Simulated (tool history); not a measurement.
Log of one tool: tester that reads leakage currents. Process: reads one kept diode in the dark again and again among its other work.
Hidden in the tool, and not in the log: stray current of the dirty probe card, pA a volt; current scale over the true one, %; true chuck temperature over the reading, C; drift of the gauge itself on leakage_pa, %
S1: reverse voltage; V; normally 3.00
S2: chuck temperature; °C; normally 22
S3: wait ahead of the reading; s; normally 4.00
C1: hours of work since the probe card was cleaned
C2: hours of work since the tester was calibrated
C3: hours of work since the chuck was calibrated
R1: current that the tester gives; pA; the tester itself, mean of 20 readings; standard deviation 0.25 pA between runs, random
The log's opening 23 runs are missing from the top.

run    hour     S1  S2    S3    C1    C2   C3       R1
 24   815.7  13.19  22  4.00   861  1253   63   141.91
 25   841.3  10.73  57  0.46   880  1272   82  2370.90
 26   866.2   5.64  31  0.70   899  1290  100   228.55
 27   888.6   5.64  31  0.70   915  1307  117   227.38
 28   936.5  13.96  21  2.46   951  1343  153   133.46
 29   970.2  13.72  27  0.67   976  1368  178   223.30
 30   996.4  13.72  27  2.23   996  1388  198   222.27
 31  1032.3   2.51  22  1.37  1023  1415  225    75.36
 32  1080.5  10.05  48  4.00  1059  1451  261  1136.16
 33  1121.7  10.05  48  4.00  1090  1481  291  1136.48
 34  1148.2  10.05  48  4.00  1110  1501  311  1134.94
 35  1200.7   7.95  36  4.00  1149  1541  351   392.95
 36  1241.7   4.04  57  7.90  1180  1571  381  1640.00
 37  1268.4   4.04  57  7.90  1199  1591  401  1637.04
 38  1290.8   1.57  59  4.00  1216  1608  418  1369.35
 39  1333.5   7.81  34  0.59  1248  1640  450   326.38
 40  1379.2   3.45  49  6.24  1282  1674  484   834.74

Alternative continuations, all from the tool just after run 40; predict every row:
  A  1430.5  18.27  26  6.24  1321  1713  523   ?
  B  1430.5   1.83  49  2.50  1321  1713  523   ?
  C  1430.5   3.00  22  0.43  1321  1713  523   ?

run      R1
  A  226.74
  B  664.99
  C   79.73
With no hidden state in the tool, these same runs would have given:
run      R1
  A  218.87
  B  693.42
  C   80.72
